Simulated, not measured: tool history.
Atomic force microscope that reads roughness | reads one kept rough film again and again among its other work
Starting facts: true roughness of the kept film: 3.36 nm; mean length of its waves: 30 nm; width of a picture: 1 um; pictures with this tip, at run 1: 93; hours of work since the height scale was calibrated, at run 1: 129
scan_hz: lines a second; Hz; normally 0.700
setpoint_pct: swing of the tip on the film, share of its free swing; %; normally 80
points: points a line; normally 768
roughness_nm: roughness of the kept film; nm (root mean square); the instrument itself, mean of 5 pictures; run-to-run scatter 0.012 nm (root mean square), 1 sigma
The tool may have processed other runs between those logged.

run,hour,scan_hz,setpoint_pct,points,pictures with this tip,hours of work since the height scale was calibrated,roughness_nm
1,0.0,0.700,80,768,93,129,2.511
# hour 9.4: new tip fitted
2,31.8,0.700,63,768,41,151,2.847
# hour 71.1: new tip fitted
3,81.9,0.700,70,768,20,186,2.910
# hour 134.0: new tip fitted
4,135.0,0.700,70,768,2,223,3.006
5,171.7,0.700,70,768,70,249,2.685
# hour 199.2: new tip fitted
6,222.8,0.700,70,768,43,285,2.826
# hour 262.3: new tip fitted
7,290.4,0.700,70,541,52,332,2.695
# hour 323.1: new tip fitted
8,360.4,0.700,70,541,69,381,2.704
# hour 383.0: new tip fitted
9,397.5,3.505,80,768,26,407,2.209

The next listed run, before its measurement:
10,434.5,1.604,76,645,95,433,?

Logged for run 10: roughness_nm 2.386 nm (root mean square).
With no hidden state in the tool, this same run would have given roughness_nm 2.750 nm (root mean square).
